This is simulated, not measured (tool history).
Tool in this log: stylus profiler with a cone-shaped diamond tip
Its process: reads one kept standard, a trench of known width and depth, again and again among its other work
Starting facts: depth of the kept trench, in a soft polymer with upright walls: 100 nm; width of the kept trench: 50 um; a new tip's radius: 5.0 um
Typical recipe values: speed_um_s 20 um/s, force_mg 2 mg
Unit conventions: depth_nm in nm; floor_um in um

run    hour  speed_um_s  force_mg  depth_nm  floor_um
  1       0          20         2    101.18     46.85
  2    60.4          20         2    101.11     46.86
  3   112.9          20         2    101.17     46.81
  4   174.1          52         2    101.15     46.65
  5     202          52         2    101.12     46.62
  6   253.9          52      1.34    100.82     46.56
  7     285          52      1.34    100.86     46.56
  8   312.2          12         2    101.18      46.7
  9   366.1          12         2    101.11      46.6
 10     408          12         2    101.05     46.62
 11   437.8          20      0.95    100.54     46.53
 12   490.7          20      0.85    100.48     46.48
 13   538.2          20      0.85    100.43     46.43
 14   568.4          62         2    101.06     46.28
 15   600.1          20         2    101.04     46.46
 16   640.7          20         2    101.05      46.5
      645.1  -- height scale calibrated on a step standard
        692  -- new tip fitted, height scale calibrated
 17   703.9          20         2    101.37     47.93
 18   736.2          20         2    101.46     47.87
 19   794.2          20         2    101.48      47.8
 20     825          20         2    101.39     47.78
 21   856.5          10         2     101.4     47.72
 22   883.2          10         2    101.36     47.72
 23   913.1          10         2    101.39     47.71
 24   954.2          10         2    101.37     47.65
 25   983.8          10         2    101.37     47.65
       1003  -- height scale calibrated on a step standard, once more
 26  1024.9          67      1.34    101.09     47.35
 27  1076.7           8      1.14    100.93     47.55
 28  1113.1          10         2    101.38     47.49
 29  1154.1          69      1.61     101.2     47.25
 30  1207.3          69      1.61    101.24     47.19

Run 31 is up next; what results do you expect?
 31  1234.6          13      0.84         ?         ?

depth_nm: 100.76 nm
floor_um: 47.37 um
Minus the tool's unlogged condition, the same run would have read depth_nm 100.79 nm, floor_um 47.95 um.

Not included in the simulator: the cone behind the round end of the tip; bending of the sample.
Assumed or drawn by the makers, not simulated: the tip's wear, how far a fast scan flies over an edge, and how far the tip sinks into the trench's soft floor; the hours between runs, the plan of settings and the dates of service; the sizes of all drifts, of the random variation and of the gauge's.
